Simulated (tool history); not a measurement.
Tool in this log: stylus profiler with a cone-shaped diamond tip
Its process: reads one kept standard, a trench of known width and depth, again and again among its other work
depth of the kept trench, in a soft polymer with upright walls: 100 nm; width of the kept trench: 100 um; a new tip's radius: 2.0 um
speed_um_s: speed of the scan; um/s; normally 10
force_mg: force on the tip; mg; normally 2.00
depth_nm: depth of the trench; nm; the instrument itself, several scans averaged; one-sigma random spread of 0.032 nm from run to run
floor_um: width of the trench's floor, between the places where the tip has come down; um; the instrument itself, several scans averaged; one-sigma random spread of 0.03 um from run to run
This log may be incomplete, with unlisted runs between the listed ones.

Run 1, hour 0.0: usual settings. Result: depth_nm 100.86 nm, floor_um 98.53 um.
Run 2, hour 36.6: usual settings. Result: depth_nm 100.79 nm, floor_um 98.48 um.
Run 3, hour 56.9: usual settings but force_mg 2.03 mg. Result: depth_nm 100.82 nm, floor_um 98.50 um.
Run 4, hour 79.6: usual settings but force_mg 2.03 mg. Result: depth_nm 100.82 nm, floor_um 98.53 um.
Run 5, hour 103.7: usual settings but force_mg 2.03 mg. Result: depth_nm 100.81 nm, floor_um 98.54 um.
Run 6, hour 126.7: usual settings but force_mg 2.03 mg. Result: depth_nm 100.80 nm, floor_um 98.49 um.
Run 7, hour 165.5: usual settings but force_mg 2.03 mg. Result: depth_nm 100.78 nm, floor_um 98.48 um.
Run 8, hour 197.4: usual settings but force_mg 2.03 mg. Result: depth_nm 100.77 nm, floor_um 98.53 um.
Run 9, hour 223.4: usual settings but force_mg 2.03 mg. Result: depth_nm 100.82 nm, floor_um 98.47 um.
Run 10, hour 251.2: usual settings but force_mg 2.03 mg. Result: depth_nm 100.81 nm, floor_um 98.51 um.
Run 11, hour 290.8: usual settings but force_mg 1.76 mg. Result: depth_nm 100.76 nm, floor_um 98.46 um.
Run 12, hour 309.6: usual settings but force_mg 1.76 mg. Result: depth_nm 100.78 nm, floor_um 98.44 um.
Run 13, hour 344.3: usual settings but force_mg 1.76 mg. Result: depth_nm 100.71 nm, floor_um 98.47 um.
Run 14, hour 377.9: usual settings but force_mg 1.85 mg. Result: depth_nm 100.82 nm, floor_um 98.43 um.
Run 15, hour 398.8: usual settings but speed_um_s 8 um/s, force_mg 2.54 mg. Result: depth_nm 101.02 nm, floor_um 98.46 um.
Run 16, hour 421.1: usual settings but speed_um_s 8 um/s, force_mg 2.54 mg. Result: depth_nm 100.93 nm, floor_um 98.45 um.
Run 17, hour 449.9: usual settings but speed_um_s 8 um/s, force_mg 2.54 mg. Result: depth_nm 100.94 nm, floor_um 98.45 um.
Run 18, hour 481.4: usual settings but speed_um_s 32 um/s, force_mg 1.01 mg. Result: depth_nm 100.61 nm, floor_um 98.25 um.
Run 19, hour 510.4: usual settings but speed_um_s 15 um/s, force_mg 4.46 mg. Result: depth_nm 101.24 nm, floor_um 98.44 um.
Run 20, hour 540.6: usual settings but speed_um_s 9 um/s, force_mg 1.19 mg. Result: depth_nm 100.67 nm, floor_um 98.49 um.
Run 21, hour 576.9: usual settings but speed_um_s 4 um/s, force_mg 2.15 mg. Result: depth_nm 100.87 nm, floor_um 98.41 um.
Run 22, hour 596.3: usual settings but speed_um_s 27 um/s, force_mg 2.91 mg. Result: depth_nm 101.00 nm, floor_um 98.37 um.
Run 23, hour 616.6: usual settings but force_mg 3.41 mg. Result: depth_nm 101.07 nm, floor_um 98.44 um.
Run 24, hour 652.6: usual settings but speed_um_s 3 um/s, force_mg 0.89 mg. Result: depth_nm 100.57 nm, floor_um 98.47 um.
Run 25, hour 677.0: usual settings but speed_um_s 8 um/s, force_mg 1.67 mg. Result: depth_nm 100.82 nm, floor_um 98.46 um.
Run 26, hour 700.8: usual settings but speed_um_s 2 um/s, force_mg 1.13 mg. Result: depth_nm 100.70 nm, floor_um 98.49 um.
Run 27, hour 722.1: usual settings but speed_um_s 4 um/s, force_mg 5.60 mg. Result: depth_nm 101.43 nm, floor_um 98.49 um.

Branching from run 27: 4 alternative next runs. What would each branch give?
Run A, hour 739.3: usual settings but speed_um_s 5 um/s, force_mg 2.37 mg. Result: depth_nm ?, floor_um ?.
Run B, hour 739.3: usual settings but speed_um_s 7 um/s, force_mg 5.25 mg. Result: depth_nm ?, floor_um ?.
Run C, hour 739.3: usual settings but speed_um_s 3 um/s, force_mg 1.33 mg. Result: depth_nm ?, floor_um ?.
Run D, hour 739.3: usual settings but force_mg 2.13 mg. Result: depth_nm ?, floor_um ?.

run  depth_nm  floor_um
  A    100.93     98.45
  B    101.43     98.44
  C    100.70     98.46
  D    100.88     98.45
Stripped of hidden state, with their random variation kept, the same runs would have yielded:
run  depth_nm  floor_um
  A    100.66     98.72
  B    101.16     98.71
  C    100.43     98.74
  D    100.61     98.72
